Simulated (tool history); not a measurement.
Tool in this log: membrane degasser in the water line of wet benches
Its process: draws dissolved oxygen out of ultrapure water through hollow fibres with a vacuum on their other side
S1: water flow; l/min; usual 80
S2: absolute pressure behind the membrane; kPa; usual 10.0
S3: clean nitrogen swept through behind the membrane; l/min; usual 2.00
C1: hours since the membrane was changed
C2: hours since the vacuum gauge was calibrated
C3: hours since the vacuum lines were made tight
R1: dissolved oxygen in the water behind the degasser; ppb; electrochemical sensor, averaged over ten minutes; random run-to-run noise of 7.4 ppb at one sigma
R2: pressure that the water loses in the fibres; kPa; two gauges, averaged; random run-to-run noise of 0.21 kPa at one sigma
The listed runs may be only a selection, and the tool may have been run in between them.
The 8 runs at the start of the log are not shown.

| run | hour | S1 | S2 | S3 | C1 | C2 | C3 | R1 | R2 |
|---|---|---|---|---|---|---|---|---|---|
| 9 | 1386.2 | 80 | 10.0 | 2.00 | 4895 | 4895 | 1040 | 771.5 | 51.55 |
| 10 | 1570.3 | 80 | 10.0 | 2.00 | 5079 | 5079 | 1224 | 785.7 | 51.79 |
| 11 | 1802.7 | 80 | 10.0 | 2.00 | 5311 | 5311 | 1456 | 792.2 | 51.72 |
| 12 | 2004.4 | 80 | 10.0 | 2.00 | 5513 | 5513 | 1658 | 781.7 | 51.88 |
| 13 | 2243.1 | 80 | 10.0 | 2.00 | 5752 | 5752 | 1896 | 805.9 | 51.55 |
| 14 | 2381.4 | 80 | 10.0 | 2.00 | 5890 | 5890 | 2035 | 783.4 | 51.61 |
|  | 2540.2 | vacuum gauge calibrated |
| 15 | 2593.7 | 102 | 10.0 | 2.00 | 6102 | 54 | 2247 | 1115.5 | 66.36 |
| 16 | 2701.7 | 102 | 10.0 | 2.00 | 6210 | 162 | 2355 | 1088.2 | 66.56 |
| 17 | 2904.4 | 55 | 10.0 | 2.00 | 6412 | 364 | 2557 | 495.6 | 35.91 |
| 18 | 3025.1 | 58 | 10.0 | 1.13 | 6533 | 485 | 2678 | 760.5 | 38.04 |
| 19 | 3224.3 | 56 | 10.0 | 3.76 | 6732 | 684 | 2877 | 342.7 | 36.72 |
| 20 | 3396.8 | 56 | 10.0 | 3.76 | 6905 | 857 | 3050 | 338.4 | 36.81 |
|  | 3592.7 | vacuum gauge calibrated, once more |
| 21 | 3625.0 | 80 | 18.2 | 2.80 | 7132 | 32 | 3277 | 1086.7 | 52.70 |
| 22 | 3808.7 | 80 | 18.2 | 2.80 | 7316 | 216 | 3461 | 1097.8 | 52.50 |
| 23 | 3968.4 | 80 | 18.2 | 2.80 | 7476 | 376 | 3621 | 1112.8 | 52.80 |
| 24 | 4093.5 | 116 | 11.0 | 1.95 | 7601 | 501 | 3746 | 1366.8 | 76.57 |
| 25 | 4317.0 | 54 | 9.6 | 2.49 | 7824 | 724 | 3969 | 390.3 | 35.73 |

What does the tool deliver on the next run?
| 26 | 4537.1 | 80 | 13.3 | 1.37 | 8045 | 944 | 4190 | ? | ? |

{"run 26": {"R1": 1222.1, "R2": 52.72}}
Minus the tool's unlogged condition, the same run would have read R1 1162.9 ppb, R2 48.56 kPa.
